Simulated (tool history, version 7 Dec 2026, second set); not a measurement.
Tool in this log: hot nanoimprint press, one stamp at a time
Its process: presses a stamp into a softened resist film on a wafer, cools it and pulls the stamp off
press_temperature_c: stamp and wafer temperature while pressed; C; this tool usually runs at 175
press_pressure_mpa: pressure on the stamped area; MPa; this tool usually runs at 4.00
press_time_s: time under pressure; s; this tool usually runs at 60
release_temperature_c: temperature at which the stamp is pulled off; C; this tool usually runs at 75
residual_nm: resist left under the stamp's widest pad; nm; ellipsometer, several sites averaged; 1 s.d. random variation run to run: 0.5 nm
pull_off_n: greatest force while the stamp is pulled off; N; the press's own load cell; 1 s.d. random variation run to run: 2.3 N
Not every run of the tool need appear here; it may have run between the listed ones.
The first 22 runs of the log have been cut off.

run,hour,press_temperature_c,press_pressure_mpa,press_time_s,release_temperature_c,residual_nm,pull_off_n
23,461.9,175,4.00,74,82,95.0,115
24,483.0,174,3.45,60,75,112.3,150
25,504.7,171,4.00,60,66,116.6,193
26,516.9,171,5.28,60,63,104.8,209
27,534.5,171,5.28,60,63,105.6,205
28,560.2,166,6.00,75,78,110.0,142
29,575.9,175,4.00,60,63,104.5,211
30,601.9,175,4.00,60,63,104.7,221

Each row is a separate what-if for the run after 30, all from the same tool condition, not one after another. Results?
A,620.1,173,4.00,60,63,?,?
B,620.1,175,4.00,72,75,?,?
C,620.1,175,4.00,74,73,?,?
D,620.1,166,4.00,60,66,?,?

run,residual_nm,pull_off_n
A,110.9,221
B,97.5,167
C,96.6,171
D,133.5,209
Take away the tool's hidden state, keep each run's random variation, and the runs would have read:
run,residual_nm,pull_off_n
A,105.5,139
B,92.5,104
C,91.6,105
D,128.0,131

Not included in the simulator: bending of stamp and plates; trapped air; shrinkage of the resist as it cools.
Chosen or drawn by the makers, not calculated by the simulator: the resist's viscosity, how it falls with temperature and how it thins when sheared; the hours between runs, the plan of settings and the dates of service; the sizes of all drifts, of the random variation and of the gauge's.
